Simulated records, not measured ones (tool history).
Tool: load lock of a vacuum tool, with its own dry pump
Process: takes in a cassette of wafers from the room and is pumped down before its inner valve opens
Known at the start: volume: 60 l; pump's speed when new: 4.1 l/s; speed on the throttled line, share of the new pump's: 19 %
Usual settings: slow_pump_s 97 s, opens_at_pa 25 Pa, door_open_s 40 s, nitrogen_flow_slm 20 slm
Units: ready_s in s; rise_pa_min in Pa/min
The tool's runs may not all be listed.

| run | day | slow_pump_s | opens_at_pa | door_open_s | nitrogen_flow_slm | incoming humidity of the room's air, % | ready_s | rise_pa_min |
|---|---|---|---|---|---|---|---|---|
| 1 | 0 | 97 | 25 | 40 | 20 | 46.8 | 215.8 | 0.124 |
| 2 | 12.533 | 97 | 25 | 40 | 20 | 48.6 | 213.3 | 0.13 |
| 3 | 37.988 | 97 | 25 | 40 | 20 | 47.7 | 217.6 | 0.147 |
| 4 | 60.504 | 97 | 25 | 40 | 20 | 47 | 215.9 | 0.158 |
| 5 | 82.475 | 97 | 25 | 40 | 20 | 47.3 | 216.9 | 0.17 |
| 6 | 100.558 | 97 | 25 | 40 | 20 | 46.8 | 217.4 | 0.179 |
| 7 | 124.096 | 97 | 25 | 40 | 20 | 45.3 | 217.1 | 0.206 |
| 8 | 150.771 | 97 | 25 | 40 | 20 | 46.2 | 218.6 | 0.22 |
|  | 155.508 | door's seal changed, seat wiped |
| 9 | 171.383 | 97 | 31 | 189 | 20 | 43.7 | 215.6 | 0.049 |
| 10 | 193.658 | 97 | 31 | 189 | 20 | 45.2 | 218.8 | 0.053 |
|  | 198.479 | dry pump taken out, an overhauled one fitted |
| 11 | 213.733 | 52 | 38 | 26 | 20 | 47 | 157.4 | 0.029 |
| 12 | 233.917 | 97 | 30 | 43 | 20 | 42.1 | 198.9 | 0.04 |
| 13 | 259.138 | 126 | 35 | 40 | 17 | 45.2 | 218 | 0.04 |
| 14 | 283.2 | 97 | 28 | 151 | 20 | 48.7 | 199.3 | 0.069 |
| 15 | 305.038 | 98 | 48 | 40 | 20 | 44.5 | 194.3 | 0.054 |

Forecast each of these 4 alternatives for the next run:
| A | 320.108 | 98 | 20 | 40 | 20 | 46.1 | ? | ? |
| B | 320.108 | 98 | 23 | 40 | 20 | 45.3 | ? | ? |
| C | 320.108 | 98 | 37 | 40 | 13 | 46.4 | ? | ? |
| D | 320.108 | 105 | 26 | 44 | 20 | 44 | ? | ? |

| run | ready_s | rise_pa_min |
|---|---|---|
| A | 204.8 | 0.061 |
| B | 205.4 | 0.062 |
| C | 195.7 | 0.059 |
| D | 207.1 | 0.057 |
Without the tool's hidden state the same runs would have given:
| run | ready_s | rise_pa_min |
|---|---|---|
| A | 200.7 | 0.023 |
| B | 201.3 | 0.024 |
| C | 192 | 0.02 |
| D | 203.3 | 0.019 |

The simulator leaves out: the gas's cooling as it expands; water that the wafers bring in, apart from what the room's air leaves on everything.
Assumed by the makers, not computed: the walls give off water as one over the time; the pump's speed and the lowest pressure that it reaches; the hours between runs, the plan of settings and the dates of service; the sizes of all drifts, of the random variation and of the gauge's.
